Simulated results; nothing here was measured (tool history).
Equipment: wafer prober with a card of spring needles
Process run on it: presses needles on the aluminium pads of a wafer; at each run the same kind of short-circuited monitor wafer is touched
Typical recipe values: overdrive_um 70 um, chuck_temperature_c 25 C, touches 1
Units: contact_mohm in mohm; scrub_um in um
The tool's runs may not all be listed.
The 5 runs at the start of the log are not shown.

run	hour	overdrive_um	chuck_temperature_c	touches	touches since the tips were cleaned	cleanings since the card got new needles	touches since the first contact's height was set	contact_mohm	scrub_um
# hour 93.9: tips cleaned on abrasive film
6	104.2	70	25	1	3388	15	90720	172	18.30
# hour 111.6: tips cleaned on abrasive film
7	120.1	70	25	2	2781	16	95880	172	18.26
# hour 129.2: tips cleaned on abrasive film
8	132.6	70	25	1	1091	17	99947	176	18.29
# hour 145.8: tips cleaned on abrasive film
9	157.5	70	25	1	3840	18	108075	176	18.23
# hour 164.0: tips cleaned on abrasive film
10	173.5	70	25	1	3116	19	113286	172	18.27
# hour 181.3: tips cleaned on abrasive film
11	186.7	70	25	1	1746	20	117576	173	18.28
# hour 200.0: tips cleaned on abrasive film
12	210.5	70	25	1	3454	21	125362	174	18.27
# hour 216.7: tips cleaned on abrasive film
13	224.0	70	25	1	2365	22	129727	174	18.27
# hour 234.5: tips cleaned on abrasive film
14	250.4	70	25	1	5198	23	138349	176	18.24
# hour 252.6: tips cleaned on abrasive film
# hour 260.1: height of the first contact set anew
15	267.7	70	45	1	4859	24	2501	178	18.25
# hour 269.6: tips cleaned on abrasive film
# hour 287.0: tips cleaned on abrasive film
16	291.9	70	45	1	1603	26	10357	177	18.26
# hour 304.8: tips cleaned on abrasive film
17	312.1	73	105	1	2373	27	16933	190	19.05
# hour 321.7: tips cleaned on abrasive film
18	332.3	73	105	3	3474	28	23536	189	19.03
# hour 339.9: tips cleaned on abrasive film
19	345.0	73	105	3	1672	29	27648	187	19.03
# hour 357.6: tips cleaned on abrasive film
20	367.3	56	62	3	3190	30	34933	181	14.59
# hour 374.3: tips cleaned on abrasive film
21	388.0	57	82	1	4492	31	41666	185	14.87
# hour 391.5: tips cleaned on abrasive film
22	404.5	57	82	1	4255	32	47043	190	14.89
# hour 408.3: tips cleaned on abrasive film
# hour 425.4: tips cleaned on abrasive film
23	425.4	74	37	1	0	34	53833	173	19.30

What does the tool deliver on the next run?
24	440.2	65	30	2	4860	34	58693	?	?

{"run 24": {"contact_mohm": 175, "scrub_um": 16.95}}
On a tool with no hidden condition, and with the same random variation, this run would have come out at contact_mohm 175 mohm, scrub_um 16.95 um.

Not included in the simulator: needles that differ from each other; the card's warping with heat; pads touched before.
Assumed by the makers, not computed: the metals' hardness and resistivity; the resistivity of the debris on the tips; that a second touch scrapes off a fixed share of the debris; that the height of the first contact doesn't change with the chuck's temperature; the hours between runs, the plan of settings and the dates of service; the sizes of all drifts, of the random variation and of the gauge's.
